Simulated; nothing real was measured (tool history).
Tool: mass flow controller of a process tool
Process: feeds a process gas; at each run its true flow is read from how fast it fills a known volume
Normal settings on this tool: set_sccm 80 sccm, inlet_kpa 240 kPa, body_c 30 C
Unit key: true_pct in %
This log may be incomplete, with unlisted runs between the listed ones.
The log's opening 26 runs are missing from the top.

run 27 day=401.575 | set_sccm=80 inlet_kpa=240 body_c=30 | true_pct=101.83
run 28 day=410.792 | set_sccm=80 inlet_kpa=240 body_c=27 | true_pct=102.10
run 29 day=425.325 | set_sccm=80 inlet_kpa=240 body_c=27 | true_pct=102.15
run 30 day=445.438 | set_sccm=13 inlet_kpa=177 body_c=21 | true_pct=104.47
run 31 day=465.396 | set_sccm=33 inlet_kpa=267 body_c=27 | true_pct=102.43
run 32 day=474.925 | set_sccm=33 inlet_kpa=267 body_c=27 | true_pct=102.46
run 33 day=493.050 | set_sccm=19 inlet_kpa=175 body_c=25 | true_pct=103.31
run 34 day=506.008 | set_sccm=36 inlet_kpa=264 body_c=27 | true_pct=102.59
run 35 day=525.904 | set_sccm=36 inlet_kpa=219 body_c=27 | true_pct=102.52
run 36 day=535.204 | set_sccm=23 inlet_kpa=247 body_c=27 | true_pct=103.14
run 37 day=555.921 | set_sccm=80 inlet_kpa=209 body_c=24 | true_pct=102.82
run 38 day=571.421 | set_sccm=80 inlet_kpa=209 body_c=24 | true_pct=102.92
run 39 day=580.854 | set_sccm=80 inlet_kpa=209 body_c=24 | true_pct=102.79
-- day=587.225 controller's zero set anew
run 40 day=596.867 | set_sccm=80 inlet_kpa=169 body_c=24 | true_pct=102.17
-- day=599.375 controller exchanged for a calibrated one
run 41 day=614.958 | set_sccm=80 inlet_kpa=169 body_c=36 | true_pct=99.28
run 42 day=635.029 | set_sccm=80 inlet_kpa=169 body_c=36 | true_pct=99.31
run 43 day=655.029 | set_sccm=80 inlet_kpa=233 body_c=36 | true_pct=99.42
run 44 day=670.971 | set_sccm=80 inlet_kpa=145 body_c=26 | true_pct=100.17
run 45 day=681.333 | set_sccm=80 inlet_kpa=145 body_c=26 | true_pct=100.04
run 46 day=694.438 | set_sccm=80 inlet_kpa=145 body_c=22 | true_pct=100.65
run 47 day=710.358 | set_sccm=80 inlet_kpa=240 body_c=25 | true_pct=100.45

What if the next run were any one of these 4? Each begins from the tool's condition after run 47:
run A day=731.479 | set_sccm=79 inlet_kpa=240 body_c=25 | true_pct=?
run B day=731.479 | set_sccm=18 inlet_kpa=240 body_c=36 | true_pct=?
run C day=731.479 | set_sccm=34 inlet_kpa=221 body_c=35 | true_pct=?
run D day=731.479 | set_sccm=65 inlet_kpa=240 body_c=25 | true_pct=?

run=A true_pct=100.42
run=B true_pct=99.29
run=C true_pct=99.27
run=D true_pct=100.38
Without the tool's unlogged condition, the same runs would have read:
run=A true_pct=99.67
run=B true_pct=98.14
run=C true_pct=98.36
run=D true_pct=99.60

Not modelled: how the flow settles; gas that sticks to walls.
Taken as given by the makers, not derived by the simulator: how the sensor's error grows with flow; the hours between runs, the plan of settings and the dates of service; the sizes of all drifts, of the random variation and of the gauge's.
